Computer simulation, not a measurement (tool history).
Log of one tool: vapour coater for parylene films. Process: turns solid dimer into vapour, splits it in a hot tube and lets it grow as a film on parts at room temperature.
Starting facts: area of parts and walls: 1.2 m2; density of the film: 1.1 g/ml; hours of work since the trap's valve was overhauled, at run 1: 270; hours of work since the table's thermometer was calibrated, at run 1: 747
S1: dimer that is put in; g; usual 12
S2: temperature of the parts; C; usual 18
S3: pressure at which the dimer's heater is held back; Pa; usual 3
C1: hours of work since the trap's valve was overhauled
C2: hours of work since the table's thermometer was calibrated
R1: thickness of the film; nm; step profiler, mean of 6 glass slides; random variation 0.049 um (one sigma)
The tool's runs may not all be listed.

{"run": 1, "day": 0.0, "S1": 12, "S2": 18, "S3": 3, "C1": 270, "C2": 747, "R1": 5400}
{"run": 2, "day": 0.7, "S1": 12, "S2": 18, "S3": 3, "C1": 278, "C2": 755, "R1": 5340}
{"run": 3, "day": 1.95, "S1": 12, "S2": 18, "S3": 3, "C1": 292, "C2": 769, "R1": 5370}
{"run": 4, "day": 3.525, "S1": 12, "S2": 18, "S3": 3, "C1": 310, "C2": 787, "R1": 5360}
{"run": 5, "day": 4.9, "S1": 12, "S2": 18, "S3": 3, "C1": 326, "C2": 803, "R1": 5360}
{"run": 6, "day": 5.917, "S1": 12, "S2": 18, "S3": 3, "C1": 338, "C2": 814, "R1": 5250}
{"run": 7, "day": 6.896, "S1": 12, "S2": 18, "S3": 3, "C1": 349, "C2": 826, "R1": 5290}
{"run": 8, "day": 7.892, "S1": 12, "S2": 18, "S3": 3, "C1": 360, "C2": 837, "R1": 5330}
{"run": 9, "day": 9.162, "S1": 12, "S2": 18, "S3": 4.07, "C1": 375, "C2": 851, "R1": 4950}
{"run": 10, "day": 10.792, "S1": 6, "S2": 18, "S3": 3.77, "C1": 393, "C2": 870, "R1": 2550}
{"day": 10.904, "done": "table's thermometer calibrated"}
{"run": 11, "day": 12.033, "S1": 19, "S2": 18, "S3": 3, "C1": 407, "C2": 13, "R1": 8460}
{"run": 12, "day": 13.65, "S1": 19, "S2": 18, "S3": 8.7, "C1": 425, "C2": 31, "R1": 6820}
{"run": 13, "day": 15.029, "S1": 5, "S2": 11, "S3": 4.91, "C1": 441, "C2": 47, "R1": 2360}
{"run": 14, "day": 16.375, "S1": 5, "S2": 11, "S3": 4.91, "C1": 456, "C2": 62, "R1": 2340}
{"day": 17.921, "done": "trap's valve overhauled"}
{"run": 15, "day": 18.258, "S1": 5, "S2": 11, "S3": 4.91, "C1": 4, "C2": 82, "R1": 2420}
{"day": 18.804, "done": "table's thermometer calibrated, once more"}
{"run": 16, "day": 19.238, "S1": 16, "S2": 11, "S3": 5.69, "C1": 15, "C2": 5, "R1": 7790}
{"run": 17, "day": 20.8, "S1": 12, "S2": 27, "S3": 5.69, "C1": 32, "C2": 23, "R1": 3990}
{"run": 18, "day": 21.7, "S1": 14, "S2": 14, "S3": 3, "C1": 43, "C2": 33, "R1": 7240}

Take each entry between the runs: how does the hidden state at the last listed run before it differ from the hidden state at the first listed run after it?
Runs 10 to 11: table's thermometer calibrated (day 10.904)
  vapour lost through the trap's worn valve, %: 4.1 -> 4.3; true temperature of the parts over the reading, C: 0.63 -> 1.01
  the result without the hidden state subtracted from the measured one, R1: -150 -> -610 nm
Runs 14 to 15: trap's valve overhauled (day 17.921)
  vapour lost through the trap's worn valve, %: 4.8 -> 0.3; true temperature of the parts over the reading, C: 1.05 -> 1.06
  the result without the hidden state subtracted from the measured one, R1: -190 -> -80 nm
Runs 15 to 16: table's thermometer calibrated, once more (day 18.804)
  vapour lost through the trap's worn valve, %: 0.3 -> 0.4; true temperature of the parts over the reading, C: 1.06 -> -0.14
  the result without the hidden state subtracted from the measured one, R1: -80 -> +0 nm
